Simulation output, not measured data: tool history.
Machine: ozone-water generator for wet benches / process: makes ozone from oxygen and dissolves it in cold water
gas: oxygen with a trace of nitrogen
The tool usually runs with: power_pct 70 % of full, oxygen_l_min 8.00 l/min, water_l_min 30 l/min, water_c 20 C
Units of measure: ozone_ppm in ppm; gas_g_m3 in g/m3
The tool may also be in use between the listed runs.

| run | hour | power_pct | oxygen_l_min | water_l_min | water_c | ozone_ppm | gas_g_m3 |
|---|---|---|---|---|---|---|---|
| 1 | 0.0 | 70 | 8.00 | 30 | 20 | 28.5 | 255.9 |
| 2 | 57.8 | 70 | 8.00 | 30 | 27 | 25.4 | 256.6 |
| 3 | 89.1 | 91 | 8.00 | 30 | 20 | 33.7 | 301.9 |
| 4 | 127.5 | 91 | 8.00 | 30 | 21 | 33.3 | 299.5 |
| 5 | 186.0 | 91 | 8.00 | 30 | 21 | 32.7 | 298.4 |
| 6 | 224.1 | 47 | 8.00 | 30 | 21 | 22.3 | 203.6 |
| 7 | 271.9 | 47 | 8.00 | 30 | 21 | 21.9 | 205.2 |
| 8 | 314.9 | 70 | 8.00 | 30 | 20 | 28.5 | 261.1 |
| 9 | 372.9 | 70 | 8.00 | 30 | 20 | 28.5 | 260.2 |
|  | 420.8 | water thermometer calibrated |
| 10 | 423.1 | 70 | 8.00 | 30 | 20 | 28.2 | 260.3 |
| 11 | 463.5 | 70 | 8.00 | 30 | 20 | 28.6 | 257.5 |
| 12 | 517.0 | 70 | 8.00 | 30 | 20 | 28.6 | 263.0 |
| 13 | 577.4 | 70 | 8.00 | 30 | 20 | 28.6 | 261.4 |
| 14 | 609.1 | 70 | 8.00 | 30 | 20 | 28.5 | 260.9 |
| 15 | 653.5 | 70 | 8.00 | 30 | 22 | 27.6 | 263.6 |
| 16 | 700.6 | 70 | 8.00 | 30 | 22 | 27.8 | 262.2 |
| 17 | 757.2 | 70 | 8.00 | 30 | 22 | 27.5 | 263.1 |
| 18 | 800.6 | 70 | 7.56 | 30 | 14 | 31.0 | 270.2 |
| 19 | 826.9 | 70 | 7.56 | 30 | 14 | 31.2 | 272.7 |
|  | 830.4 | gauge calibrated |
| 20 | 878.2 | 87 | 6.05 | 31 | 18 | 31.9 | 337.7 |
| 21 | 914.1 | 44 | 6.05 | 31 | 13 | 22.4 | 225.0 |
| 22 | 971.7 | 95 | 7.12 | 20 | 24 | 42.5 | 327.6 |
| 23 | 1007.9 | 70 | 4.55 | 30 | 20 | 27.2 | 345.0 |
| 24 | 1066.8 | 71 | 8.00 | 48 | 20 | 19.0 | 262.1 |
| 25 | 1113.5 | 88 | 8.00 | 48 | 16 | 22.7 | 297.0 |
| 26 | 1143.6 | 49 | 8.00 | 48 | 16 | 15.8 | 209.0 |
| 27 | 1174.8 | 54 | 6.71 | 33 | 18 | 23.2 | 241.7 |
| 28 | 1201.9 | 54 | 6.71 | 28 | 18 | 26.2 | 242.1 |
| 29 | 1247.7 | 50 | 10.06 | 31 | 17 | 23.8 | 188.3 |
| 30 | 1299.9 | 65 | 5.23 | 35 | 15 | 23.9 | 308.1 |
| 31 | 1333.0 | 65 | 5.23 | 41 | 23 | 19.0 | 308.9 |
| 32 | 1380.3 | 70 | 12.06 | 30 | 20 | 28.0 | 210.0 |

For some of the steps in gas_g_m3 from one run to the next: how much would appear even if the tool had no hidden state, given the settings, what came in and random variation, and how much remains for the hidden state plus any gauge scatter that the measured result and the result without hidden state don't share?
The hidden state here: yield of the discharge, % of new electrodes'; contactor's efficiency, % of a clean one's; true water temperature over the reading, C; drift of the gauge itself on ozone_ppm, %; drift of the gauge itself on gas_g_m3, %.
Run 19 -> 20: power_pct 70 -> 87, oxygen_l_min 7.56 -> 6.05, water_l_min 30 -> 31, water_c 14 -> 18, gauge calibrated. gas_g_m3 +65.0 g/m3: hidden state -7.0, all else +72.0.
Run 20 -> 21: power_pct 87 -> 44, water_c 18 -> 13. gas_g_m3 -112.7 g/m3: hidden state +0.1, all else -112.8.
Run 21 -> 22: power_pct 44 -> 95, oxygen_l_min 6.05 -> 7.12, water_l_min 31 -> 20, water_c 13 -> 24. gas_g_m3 +102.6 g/m3: hidden state +0.9, all else +101.7.
Run 29 -> 30: power_pct 50 -> 65, oxygen_l_min 10.06 -> 5.23, water_l_min 31 -> 35, water_c 17 -> 15. gas_g_m3 +119.8 g/m3: hidden state +2.2, all else +117.6.
Run 31 -> 32: power_pct 65 -> 70, oxygen_l_min 5.23 -> 12.06, water_l_min 41 -> 30, water_c 23 -> 20. gas_g_m3 -98.9 g/m3: hidden state -1.2, all else -97.7.

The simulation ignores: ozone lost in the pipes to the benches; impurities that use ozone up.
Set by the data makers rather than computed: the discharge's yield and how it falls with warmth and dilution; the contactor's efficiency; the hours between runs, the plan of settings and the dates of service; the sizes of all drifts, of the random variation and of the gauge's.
